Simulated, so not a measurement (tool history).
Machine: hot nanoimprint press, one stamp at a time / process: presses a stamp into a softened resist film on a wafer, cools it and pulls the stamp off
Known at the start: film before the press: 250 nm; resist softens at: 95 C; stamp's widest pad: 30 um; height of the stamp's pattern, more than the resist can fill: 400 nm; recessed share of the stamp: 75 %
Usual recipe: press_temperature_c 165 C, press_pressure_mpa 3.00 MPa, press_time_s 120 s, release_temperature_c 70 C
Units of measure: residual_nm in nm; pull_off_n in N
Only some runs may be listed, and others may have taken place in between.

{"run": 1, "hour": 0.0, "press_temperature_c": 165, "press_pressure_mpa": 3.0, "press_time_s": 120, "release_temperature_c": 70, "residual_nm": 144.0, "pull_off_n": 228}
{"hour": 11.2, "done": "stamp cleaned and given a new release coat"}
{"run": 2, "hour": 36.7, "press_temperature_c": 165, "press_pressure_mpa": 3.0, "press_time_s": 120, "release_temperature_c": 70, "residual_nm": 144.8, "pull_off_n": 233}
{"run": 3, "hour": 65.5, "press_temperature_c": 165, "press_pressure_mpa": 3.0, "press_time_s": 120, "release_temperature_c": 70, "residual_nm": 143.4, "pull_off_n": 233}
{"run": 4, "hour": 107.3, "press_temperature_c": 173, "press_pressure_mpa": 3.0, "press_time_s": 120, "release_temperature_c": 70, "residual_nm": 103.0, "pull_off_n": 231}
{"run": 5, "hour": 143.2, "press_temperature_c": 173, "press_pressure_mpa": 3.0, "press_time_s": 120, "release_temperature_c": 70, "residual_nm": 102.2, "pull_off_n": 239}
{"run": 6, "hour": 179.6, "press_temperature_c": 177, "press_pressure_mpa": 3.0, "press_time_s": 120, "release_temperature_c": 70, "residual_nm": 85.0, "pull_off_n": 238}
{"run": 7, "hour": 219.3, "press_temperature_c": 177, "press_pressure_mpa": 3.0, "press_time_s": 120, "release_temperature_c": 70, "residual_nm": 84.1, "pull_off_n": 235}
{"run": 8, "hour": 250.8, "press_temperature_c": 177, "press_pressure_mpa": 3.0, "press_time_s": 120, "release_temperature_c": 70, "residual_nm": 84.1, "pull_off_n": 236}
{"run": 9, "hour": 269.3, "press_temperature_c": 165, "press_pressure_mpa": 3.0, "press_time_s": 120, "release_temperature_c": 70, "residual_nm": 142.8, "pull_off_n": 232}
{"run": 10, "hour": 296.2, "press_temperature_c": 165, "press_pressure_mpa": 3.0, "press_time_s": 120, "release_temperature_c": 70, "residual_nm": 143.1, "pull_off_n": 236}
{"run": 11, "hour": 323.5, "press_temperature_c": 165, "press_pressure_mpa": 3.0, "press_time_s": 120, "release_temperature_c": 70, "residual_nm": 144.1, "pull_off_n": 245}
{"run": 12, "hour": 346.4, "press_temperature_c": 160, "press_pressure_mpa": 3.0, "press_time_s": 224, "release_temperature_c": 58, "residual_nm": 149.3, "pull_off_n": 268}
{"hour": 372.5, "done": "stamp cleaned and given a new release coat"}
{"run": 13, "hour": 391.5, "press_temperature_c": 160, "press_pressure_mpa": 3.0, "press_time_s": 224, "release_temperature_c": 58, "residual_nm": 150.4, "pull_off_n": 265}
{"run": 14, "hour": 419.5, "press_temperature_c": 160, "press_pressure_mpa": 3.0, "press_time_s": 224, "release_temperature_c": 58, "residual_nm": 149.0, "pull_off_n": 248}
{"hour": 435.8, "done": "plate thermocouple calibrated"}
{"run": 15, "hour": 465.8, "press_temperature_c": 160, "press_pressure_mpa": 3.0, "press_time_s": 224, "release_temperature_c": 58, "residual_nm": 149.4, "pull_off_n": 252}
{"run": 16, "hour": 497.9, "press_temperature_c": 165, "press_pressure_mpa": 2.18, "press_time_s": 139, "release_temperature_c": 65, "residual_nm": 160.9, "pull_off_n": 246}
{"run": 17, "hour": 535.7, "press_temperature_c": 167, "press_pressure_mpa": 3.0, "press_time_s": 120, "release_temperature_c": 70, "residual_nm": 132.6, "pull_off_n": 236}
{"run": 18, "hour": 560.8, "press_temperature_c": 167, "press_pressure_mpa": 3.0, "press_time_s": 175, "release_temperature_c": 77, "residual_nm": 119.0, "pull_off_n": 225}
{"hour": 595.2, "done": "press's hydraulic seals changed and the load cell set to zero"}
{"run": 19, "hour": 612.1, "press_temperature_c": 159, "press_pressure_mpa": 3.98, "press_time_s": 88, "release_temperature_c": 68, "residual_nm": 175.8, "pull_off_n": 247}

5 ways to go on from here, each from the tool as it stands after run 19. What would each give?
{"run": "A", "hour": 651.4, "press_temperature_c": 165, "press_pressure_mpa": 3.0, "press_time_s": 120, "release_temperature_c": 69, "residual_nm": "?", "pull_off_n": "?"}
{"run": "B", "hour": 651.4, "press_temperature_c": 166, "press_pressure_mpa": 3.0, "press_time_s": 120, "release_temperature_c": 70, "residual_nm": "?", "pull_off_n": "?"}
{"run": "C", "hour": 651.4, "press_temperature_c": 165, "press_pressure_mpa": 3.0, "press_time_s": 120, "release_temperature_c": 65, "residual_nm": "?", "pull_off_n": "?"}
{"run": "D", "hour": 651.4, "press_temperature_c": 159, "press_pressure_mpa": 3.98, "press_time_s": 88, "release_temperature_c": 66, "residual_nm": "?", "pull_off_n": "?"}
{"run": "E", "hour": 651.4, "press_temperature_c": 159, "press_pressure_mpa": 3.98, "press_time_s": 88, "release_temperature_c": 62, "residual_nm": "?", "pull_off_n": "?"}

run=A residual_nm=145.4 pull_off_n=226
run=B residual_nm=139.5 pull_off_n=236
run=C residual_nm=145.1 pull_off_n=247
run=D residual_nm=175.0 pull_off_n=242
run=E residual_nm=177.1 pull_off_n=250
The same runs, with their run-to-run variation unchanged, on a tool lacking any hidden condition would have given:
run=A residual_nm=145.4 pull_off_n=224
run=B residual_nm=139.6 pull_off_n=233
run=C residual_nm=145.2 pull_off_n=244
run=D residual_nm=175.1 pull_off_n=240
run=E residual_nm=177.2 pull_off_n=247

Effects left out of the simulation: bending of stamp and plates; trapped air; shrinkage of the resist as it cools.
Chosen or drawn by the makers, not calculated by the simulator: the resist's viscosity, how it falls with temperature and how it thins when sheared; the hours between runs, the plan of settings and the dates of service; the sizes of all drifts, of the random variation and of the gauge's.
